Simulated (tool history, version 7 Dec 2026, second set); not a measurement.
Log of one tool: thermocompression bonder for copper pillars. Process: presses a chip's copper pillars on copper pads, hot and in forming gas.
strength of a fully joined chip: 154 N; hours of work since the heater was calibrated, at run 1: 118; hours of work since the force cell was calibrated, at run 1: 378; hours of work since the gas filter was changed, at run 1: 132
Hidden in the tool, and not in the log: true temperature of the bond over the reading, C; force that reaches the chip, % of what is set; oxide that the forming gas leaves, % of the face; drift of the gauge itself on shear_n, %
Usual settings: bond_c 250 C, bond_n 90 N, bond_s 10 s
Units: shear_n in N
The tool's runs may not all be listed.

run,hour,bond_c,bond_n,bond_s,hours of work since the heater was calibrated,hours of work since the force cell was calibrated,hours of work since the gas filter was changed,shear_n
1,0,250,90,10,118,378,132,54.8
2,17.8,250,90,10,128,388,142,56.1
3,35.5,250,90,10,137,398,152,55.1
4,47.3,250,90,10,144,404,158,56.3
5,54.8,250,90,10,148,408,162,55.2
6,64.5,250,90,10,153,414,167,57
7,80.2,222,90,10,162,422,176,31.7
8,92.5,250,90,10,169,429,183,56.8
9,103.6,250,90,10,175,435,189,56.7
10,115.6,237,129,10,181,442,196,61.9
11,123.1,259,96,9,185,446,200,67.6
12,137.4,250,90,13,193,454,208,61.4
13,149.6,241,90,28,200,460,214,70.9
14,163.1,269,69,28,207,468,222,86.7
15,172.2,264,132,28,212,473,227,125.2
16,189.9,250,101,25,222,483,236,87.9
17,201.9,278,90,10,229,489,243,87.4

4 ways to go on from here, each from the tool as it stands after run 17. What would each give?
A,211.4,250,104,5,234,494,248,?
B,211.4,278,61,21,234,494,248,?
C,211.4,273,124,12,234,494,248,?
D,211.4,257,80,28,234,494,248,?

run,shear_n
A,48.6
B,79.2
C,105.2
D,83.2
Without the tool's hidden state the same runs would have given:
run,shear_n
A,48.6
B,79.2
C,105.1
D,83.1
